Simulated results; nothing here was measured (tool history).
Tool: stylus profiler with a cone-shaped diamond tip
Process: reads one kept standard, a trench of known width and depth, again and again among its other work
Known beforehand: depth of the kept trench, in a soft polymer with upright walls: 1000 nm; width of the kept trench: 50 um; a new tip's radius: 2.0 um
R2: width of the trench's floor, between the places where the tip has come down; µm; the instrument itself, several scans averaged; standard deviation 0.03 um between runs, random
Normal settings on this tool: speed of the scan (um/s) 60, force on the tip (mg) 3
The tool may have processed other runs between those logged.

run 1 hour=0 | speed_of_the_scan_(um/s)=60 force_on_the_tip_(mg)=3 | depth_of_the_trench_(nm)=1018.97 R2=46.28
run 2 hour=16 | speed_of_the_scan_(um/s)=60 force_on_the_tip_(mg)=3.6 | depth_of_the_trench_(nm)=1020.82 R2=46.32
run 3 hour=38.5 | speed_of_the_scan_(um/s)=17 force_on_the_tip_(mg)=3 | depth_of_the_trench_(nm)=1018.43 R2=46.46
run 4 hour=59.3 | speed_of_the_scan_(um/s)=60 force_on_the_tip_(mg)=7.45 | depth_of_the_trench_(nm)=1033.98 R2=46.4
run 5 hour=77.5 | speed_of_the_scan_(um/s)=60 force_on_the_tip_(mg)=7.45 | depth_of_the_trench_(nm)=1034.1 R2=46.36
run 6 hour=104.3 | speed_of_the_scan_(um/s)=60 force_on_the_tip_(mg)=7.45 | depth_of_the_trench_(nm)=1033.96 R2=46.39
run 7 hour=128 | speed_of_the_scan_(um/s)=60 force_on_the_tip_(mg)=7.45 | depth_of_the_trench_(nm)=1034.31 R2=46.43
run 8 hour=158.5 | speed_of_the_scan_(um/s)=60 force_on_the_tip_(mg)=7.45 | depth_of_the_trench_(nm)=1033.87 R2=46.41
run 9 hour=187.6 | speed_of_the_scan_(um/s)=60 force_on_the_tip_(mg)=3 | depth_of_the_trench_(nm)=1018.49 R2=46.3

Run 10 comes next. What will it give?
run 10 hour=216 | speed_of_the_scan_(um/s)=31 force_on_the_tip_(mg)=1.54 | depth_of_the_trench_(nm)=? R2=?

{"run 10": {"depth of the trench (nm)": 1012.01, "R2": 46.36}}
With the hidden condition absent and the run-to-run variation left alone, this run would have shown depth of the trench (nm) 1012.01, R2 46.36 µm.
